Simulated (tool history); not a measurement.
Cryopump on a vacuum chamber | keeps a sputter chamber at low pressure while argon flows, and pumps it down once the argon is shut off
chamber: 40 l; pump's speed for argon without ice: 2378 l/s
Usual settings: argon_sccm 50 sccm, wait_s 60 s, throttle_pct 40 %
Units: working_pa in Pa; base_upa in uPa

run	hour	argon_sccm	wait_s	throttle_pct	working_pa	base_upa
1	0	50	60	40	0.0916	1.35
2	40	50	60	42	0.0872	1.38
3	78.2	50	60	40	0.093	1.37
4	122.2	50	60	40	0.0929	1.43
5	176.4	50	60	40	0.0938	1.48
6	222.3	50	60	40	0.0933	1.37
7	254.7	50	60	40	0.0933	1.43
8	309.5	50	60	40	0.0929	1.46
9	378.2	50	60	40	0.0935	1.44
10	427.6	20	205	40	0.0378	0.75
11	498.4	38	102	40	0.0724	1.04
12	571.7	42	42	27	0.1173	1.92
13	619.6	92	90	35	0.1985	1.15
14	690.6	92	90	35	0.2011	1.22
15	725.5	92	90	35	0.2011	1.23
16	794.2	86	135	19	0.3352	1.01

4 ways to go on from here, each from the tool as it stands after run 16. What would each give?
A	841.2	50	60	41	?	?
B	841.2	91	271	35	?	?
C	841.2	86	135	57	?	?
D	841.2	35	60	40	?	?

run	working_pa	base_upa
A	0.0948	1.6
B	0.2015	0.78
C	0.1221	0.99
D	0.0675	1.55
Without the tool's hidden state the same runs would have given:
run	working_pa	base_upa
A	0.086	1.17
B	0.1855	0.34
C	0.1071	0.55
D	0.0614	1.12
